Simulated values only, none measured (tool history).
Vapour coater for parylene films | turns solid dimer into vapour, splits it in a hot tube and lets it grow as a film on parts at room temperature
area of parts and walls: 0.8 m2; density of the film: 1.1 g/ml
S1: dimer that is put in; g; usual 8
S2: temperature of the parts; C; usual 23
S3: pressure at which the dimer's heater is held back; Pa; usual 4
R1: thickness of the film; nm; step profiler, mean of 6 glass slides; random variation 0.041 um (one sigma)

run	hour	S1	S2	S3	R1
1	0	8	23	4	5610
2	17.3	8	23	4	5570
3	49	8	23	4	5590
# hour 61.8: trap's valve overhauled
4	77.8	8	23	4	6210
5	112.6	8	23	4	6090
6	150.9	8	23	4	6160
7	181.6	8	23	4	6140
8	203.5	8	23	4	6190
9	232.3	8	23	4	6150
10	264.1	8	23	4	6040
11	286.7	8	23	4	6050
12	302.7	8	32	4	4770
13	328.4	8	32	4	4800
14	353.2	8	32	4	4760
15	381.6	13	32	4	7730
16	405	8	32	3.19	4980
17	442.4	4	25	11.48	2190
18	467.6	8	20	10.93	4910
19	500	8	23	2.99	6230
20	521.4	14	27	3.88	9340
21	548.1	3	33	2.19	1980
22	568.7	13	27	4.11	8480
23	606.3	13	27	4.11	8340
24	635.2	8	23	4	5730
25	670.5	4	23	4	2850
26	706.4	11	30	3.84	6590
27	733.6	8	26	4.77	5000

Forecast each of these 5 alternatives for the next run:
A	771.1	3	30	4.58	?
B	771.1	4	21	3.57	?
C	771.1	10	26	6.42	?
D	771.1	8	20	4	?
E	771.1	10	24	2.79	?

run	R1
A	1680
B	2990
C	5780
D	5980
E	7440
Without the tool's hidden state the same runs would have given:
run	R1
A	1870
B	3330
C	6440
D	6660
E	8290
